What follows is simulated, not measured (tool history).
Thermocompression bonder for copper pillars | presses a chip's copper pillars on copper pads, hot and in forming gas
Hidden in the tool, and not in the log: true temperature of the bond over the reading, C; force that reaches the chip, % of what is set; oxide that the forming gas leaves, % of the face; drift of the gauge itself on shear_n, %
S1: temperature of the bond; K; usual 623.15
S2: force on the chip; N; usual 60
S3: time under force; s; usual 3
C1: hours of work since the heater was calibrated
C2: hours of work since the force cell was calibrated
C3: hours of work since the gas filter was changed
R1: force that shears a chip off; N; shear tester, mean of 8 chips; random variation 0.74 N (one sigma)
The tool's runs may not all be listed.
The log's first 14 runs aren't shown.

{"run": 15, "day": 16.162, "S1": 623.15, "S2": 60, "S3": 3, "C1": 713, "C2": 244, "C3": 74, "R1": 53.2}
{"run": 16, "day": 17.512, "S1": 623.15, "S2": 60, "S3": 3, "C1": 733, "C2": 265, "C3": 95, "R1": 51.2}
{"run": 17, "day": 19.0, "S1": 623.15, "S2": 60, "S3": 3, "C1": 756, "C2": 287, "C3": 117, "R1": 51.2}
{"day": 19.188, "done": "heater calibrated with a thermocouple chip"}
{"run": 18, "day": 20.05, "S1": 623.15, "S2": 60, "S3": 3, "C1": 13, "C2": 302, "C3": 132, "R1": 50.9}
{"run": 19, "day": 21.375, "S1": 623.15, "S2": 46, "S3": 3, "C1": 33, "C2": 322, "C3": 152, "R1": 37.7}
{"run": 20, "day": 22.529, "S1": 623.15, "S2": 46, "S3": 3, "C1": 51, "C2": 339, "C3": 170, "R1": 36.6}
{"run": 21, "day": 24.029, "S1": 596.15, "S2": 60, "S3": 7, "C1": 73, "C2": 362, "C3": 192, "R1": 50}
{"run": 22, "day": 25.392, "S1": 607.15, "S2": 60, "S3": 7, "C1": 94, "C2": 383, "C3": 213, "R1": 56.3}
{"run": 23, "day": 26.596, "S1": 620.15, "S2": 50, "S3": 5, "C1": 112, "C2": 401, "C3": 231, "R1": 46.4}
{"run": 24, "day": 27.346, "S1": 620.15, "S2": 50, "S3": 5, "C1": 123, "C2": 412, "C3": 242, "R1": 47.5}
{"day": 28.312, "done": "heater calibrated with a thermocouple chip, once more"}
{"run": 25, "day": 28.629, "S1": 607.15, "S2": 60, "S3": 3, "C1": 5, "C2": 430, "C3": 261, "R1": 42.5}
{"run": 26, "day": 29.554, "S1": 596.15, "S2": 60, "S3": 5, "C1": 19, "C2": 444, "C3": 275, "R1": 44.7}
{"run": 27, "day": 30.658, "S1": 615.15, "S2": 60, "S3": 7, "C1": 35, "C2": 461, "C3": 291, "R1": 61.7}
{"run": 28, "day": 31.562, "S1": 615.15, "S2": 60, "S3": 7, "C1": 49, "C2": 475, "C3": 305, "R1": 63.7}
{"run": 29, "day": 32.475, "S1": 651.15, "S2": 66, "S3": 3, "C1": 63, "C2": 489, "C3": 319, "R1": 74.1}
{"run": 30, "day": 33.946, "S1": 651.15, "S2": 41, "S3": 3, "C1": 85, "C2": 511, "C3": 341, "R1": 45.9}
{"run": 31, "day": 34.929, "S1": 598.15, "S2": 43, "S3": 2, "C1": 100, "C2": 526, "C3": 356, "R1": 20.8}
{"run": 32, "day": 36.238, "S1": 626.15, "S2": 43, "S3": 3, "C1": 120, "C2": 545, "C3": 376, "R1": 36.2}
{"run": 33, "day": 37.621, "S1": 612.15, "S2": 47, "S3": 5, "C1": 141, "C2": 566, "C3": 397, "R1": 39.9}
{"run": 34, "day": 38.675, "S1": 644.15, "S2": 47, "S3": 5, "C1": 157, "C2": 582, "C3": 413, "R1": 57.2}

The next listed run, before its measurement:
{"run": 35, "day": 39.879, "S1": 623.15, "S2": 57, "S3": 9, "C1": 175, "C2": 601, "C3": 431, "R1": "?"}

Run 35 gave R1 67.9 N.
Without the tool's hidden state the same run would have given R1 74.4 N.

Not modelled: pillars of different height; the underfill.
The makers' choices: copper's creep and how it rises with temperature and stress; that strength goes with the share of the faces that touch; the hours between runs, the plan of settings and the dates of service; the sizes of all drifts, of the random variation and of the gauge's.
